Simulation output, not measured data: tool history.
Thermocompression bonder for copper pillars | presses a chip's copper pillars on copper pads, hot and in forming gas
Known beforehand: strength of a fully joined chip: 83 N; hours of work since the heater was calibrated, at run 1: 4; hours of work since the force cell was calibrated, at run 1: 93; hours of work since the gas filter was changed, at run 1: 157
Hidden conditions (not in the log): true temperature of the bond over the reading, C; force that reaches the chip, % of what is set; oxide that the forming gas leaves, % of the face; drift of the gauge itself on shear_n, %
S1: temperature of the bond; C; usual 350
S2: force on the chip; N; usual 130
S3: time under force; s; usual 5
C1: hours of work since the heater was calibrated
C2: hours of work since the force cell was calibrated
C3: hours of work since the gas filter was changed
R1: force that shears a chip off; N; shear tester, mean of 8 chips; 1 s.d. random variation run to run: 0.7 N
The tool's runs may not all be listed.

run 1 day=0 | S1=350 S2=130 S3=5 | C1=4 C2=93 C3=157 | R1=46
run 2 day=0.775 | S1=350 S2=130 S3=5 | C1=17 C2=106 C3=170 | R1=45.7
run 3 day=1.996 | S1=350 S2=130 S3=5 | C1=37 C2=126 C3=190 | R1=45.2
run 4 day=2.983 | S1=350 S2=130 S3=5 | C1=54 C2=142 C3=207 | R1=45.7
run 5 day=3.725 | S1=350 S2=96 S3=5 | C1=66 C2=155 C3=219 | R1=40.6
run 6 day=4.408 | S1=350 S2=96 S3=5 | C1=77 C2=166 C3=231 | R1=39.7
run 7 day=5.779 | S1=350 S2=96 S3=5 | C1=100 C2=189 C3=253 | R1=37.2
run 8 day=6.417 | S1=350 S2=96 S3=5 | C1=111 C2=199 C3=264 | R1=39
run 9 day=7.142 | S1=350 S2=96 S3=5 | C1=123 C2=212 C3=276 | R1=38
run 10 day=8.417 | S1=350 S2=96 S3=5 | C1=144 C2=233 C3=297 | R1=37.7
run 11 day=9.629 | S1=350 S2=113 S3=5 | C1=164 C2=253 C3=317 | R1=40
run 12 day=10.475 | S1=350 S2=113 S3=5 | C1=178 C2=267 C3=331 | R1=38.8
run 13 day=11.338 | S1=350 S2=113 S3=5 | C1=193 C2=281 C3=346 | R1=40.6
run 14 day=12.158 | S1=350 S2=113 S3=5 | C1=206 C2=295 C3=359 | R1=39.3
run 15 day=12.708 | S1=350 S2=113 S3=5 | C1=215 C2=304 C3=368 | R1=40.7
-- day=13.225 forming gas filter changed
run 16 day=13.746 | S1=350 S2=113 S3=5 | C1=232 C2=321 C3=9 | R1=43.9
run 17 day=15.096 | S1=350 S2=113 S3=5 | C1=255 C2=343 C3=31 | R1=43.6
run 18 day=16.333 | S1=350 S2=113 S3=5 | C1=275 C2=364 C3=52 | R1=43.3
run 19 day=17.217 | S1=350 S2=130 S3=6 | C1=290 C2=379 C3=66 | R1=47.8
run 20 day=18.017 | S1=377 S2=130 S3=5 | C1=303 C2=392 C3=80 | R1=57.9
run 21 day=19.083 | S1=350 S2=137 S3=3 | C1=321 C2=410 C3=97 | R1=40.1
run 22 day=20.417 | S1=365 S2=130 S3=9 | C1=343 C2=432 C3=120 | R1=61.6
run 23 day=21.092 | S1=334 S2=100 S3=9 | C1=354 C2=443 C3=131 | R1=40.4
run 24 day=22.371 | S1=337 S2=130 S3=5 | C1=376 C2=464 C3=152 | R1=38.3
run 25 day=22.933 | S1=337 S2=130 S3=5 | C1=385 C2=474 C3=161 | R1=38.4
run 26 day=24.146 | S1=337 S2=95 S3=5 | C1=405 C2=494 C3=181 | R1=33.3
run 27 day=25.062 | S1=337 S2=95 S3=14 | C1=420 C2=509 C3=197 | R1=45.3
run 28 day=26.112 | S1=341 S2=135 S3=4 | C1=438 C2=526 C3=214 | R1=36.5
run 29 day=26.971 | S1=329 S2=177 S3=4 | C1=452 C2=541 C3=228 | R1=35.2
run 30 day=28.283 | S1=329 S2=177 S3=4 | C1=474 C2=562 C3=250 | R1=35.1
run 31 day=29.296 | S1=324 S2=130 S3=6 | C1=491 C2=579 C3=267 | R1=31.8
run 32 day=30.279 | S1=324 S2=130 S3=6 | C1=507 C2=596 C3=283 | R1=32.6
run 33 day=31.117 | S1=324 S2=130 S3=4 | C1=521 C2=609 C3=297 | R1=28
run 34 day=32.45 | S1=324 S2=130 S3=4 | C1=543 C2=632 C3=319 | R1=27.2
run 35 day=33.075 | S1=324 S2=137 S3=4 | C1=553 C2=642 C3=330 | R1=27.8
run 36 day=33.825 | S1=324 S2=137 S3=4 | C1=566 C2=654 C3=342 | R1=27.6

Run 37 has not been measured yet. What should we expect?
run 37 day=35.071 | S1=333 S2=191 S3=6 | C1=587 C2=675 C3=363 | R1=?

R1: 42.9 N
The same run, on a tool lacking any hidden state, would have yielded R1 51.5 N.

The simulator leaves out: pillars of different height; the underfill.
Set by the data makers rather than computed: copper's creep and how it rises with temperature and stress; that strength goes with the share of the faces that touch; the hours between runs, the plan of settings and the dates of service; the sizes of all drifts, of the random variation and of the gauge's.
